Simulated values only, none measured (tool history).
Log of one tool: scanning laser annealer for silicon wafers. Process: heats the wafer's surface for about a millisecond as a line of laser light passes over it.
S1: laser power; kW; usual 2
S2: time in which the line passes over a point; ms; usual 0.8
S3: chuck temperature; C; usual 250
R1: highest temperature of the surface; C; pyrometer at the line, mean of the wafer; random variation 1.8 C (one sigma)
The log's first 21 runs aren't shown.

Run 22, hour 1136.8: usual settings but S1 1.938 kW, S2 0.587 ms, S3 262 C. Result: R1 883 C.
Run 23, hour 1166.4: usual settings but S1 2.065 kW, S2 0.721 ms, S3 246 C. Result: R1 988 C.
At hour 1199.4: window over the wafer cleaned.
Run 24, hour 1205.3: usual settings but S2 0.805 ms, S3 244 C. Result: R1 1047 C.
Run 25, hour 1265.9: usual settings but S2 0.805 ms, S3 244 C. Result: R1 1046 C.
Run 26, hour 1322.3: usual settings but S1 1.891 kW. Result: R1 986 C.
Run 27, hour 1358.7: usual settings but S1 1.891 kW. Result: R1 980 C.
Run 28, hour 1399.8: usual settings but S2 0.592 ms. Result: R1 924 C.
Run 29, hour 1460.1: usual settings but S2 0.592 ms. Result: R1 921 C.
Run 30, hour 1521.2: usual settings but S1 1.849 kW, S2 0.93 ms, S3 245 C. Result: R1 989 C.
Run 31, hour 1585.8: usual settings but S1 1.849 kW, S2 0.93 ms, S3 245 C. Result: R1 986 C.
Run 32, hour 1650.7: usual settings but S1 1.849 kW, S2 0.567 ms, S3 238 C. Result: R1 818 C.

Run 33 comes next. What will it give?
Run 33, hour 1696.4: usual settings but S1 1.849 kW, S2 0.567 ms, S3 238 C. Result: R1 ?.

R1: 815 C
Without the tool's hidden state the same run would have given R1 854 C.

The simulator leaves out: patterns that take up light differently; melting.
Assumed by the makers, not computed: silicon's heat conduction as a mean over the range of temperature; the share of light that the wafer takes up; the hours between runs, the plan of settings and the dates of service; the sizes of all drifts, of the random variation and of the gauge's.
